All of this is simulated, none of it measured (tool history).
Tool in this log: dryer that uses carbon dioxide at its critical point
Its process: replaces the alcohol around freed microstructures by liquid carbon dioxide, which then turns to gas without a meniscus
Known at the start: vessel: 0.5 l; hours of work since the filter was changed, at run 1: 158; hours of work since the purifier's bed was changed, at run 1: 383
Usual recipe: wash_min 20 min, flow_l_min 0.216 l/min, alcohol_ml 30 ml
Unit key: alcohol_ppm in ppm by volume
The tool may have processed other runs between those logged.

run   hour  wash_min  flow_l_min  alcohol_ml  hours of work since the filter was changed  hours of work since the purifier's bed was changed  alcohol_ppm
  1      0        20       0.216          30                                         158                                                 383           96
  2   16.5        20       0.216          30                                         169                                                 394           73
  3   24.7        13       0.216          30                                         174                                                 400          588
  4   41.3        13       0.216          30                                         186                                                 411          613
  5   56.9        13       0.216          30                                         196                                                 421          609
  6   66.3        13       0.216          30                                         202                                                 427          612
  7   74.5        13       0.216          30                                         208                                                 433          630
  8   91.3        13       0.216          30                                         219                                                 444          631
  9  104.5        13       0.216          30                                         227                                                 453          622
 10  120.3        13       0.216          30                                         238                                                 463          627
 11  136.3        13       0.216          30                                         249                                                 474          662
 12    146        20       0.245          30                                         255                                                 480           70
 13  156.6        20       0.245          30                                         262                                                 487           66
 14  171.2        13       0.297          30                                         272                                                 497          173
 15  182.4        19       0.216          52                                         279                                                 504          176
 16  193.2        29       0.216          36                                         286                                                 512           61
 17  208.2        32       0.327          65                                         296                                                 522           59
 18    217        20       0.132         115                                         302                                                 527         2831
 19  229.2        20       0.132         115                                         310                                                 535         2902
 20  236.9        20       0.132         115                                         315                                                 541         2796
 21  250.7        20       0.132         115                                         324                                                 550         2850
 22  260.7        28        0.16          28                                         331                                                 556           96
 23  277.1        22       0.174          45                                         342                                                 567          231
 24  293.6        22       0.174          45                                         353                                                 578          233

The logged runs with the hidden state left out (each run's random variation unchanged):
Unlogged tool condition in this case: flow that reaches the vessel past the clogged filter, %; alcohol in the recycled carbon dioxide, ppm; drift of the gauge itself on alcohol_ppm, %.
run  alcohol_ppm
  1           50
  2           25
  3          481
  4          494
  5          488
  6          486
  7          502
  8          498
  9          486
 10          485
 11          512
 12           18
 13           11
 14           97
 15           97
 16            9
 17            8
 18         2241
 19         2282
 20         2193
 21         2219
 22           30
 23          124
 24          125
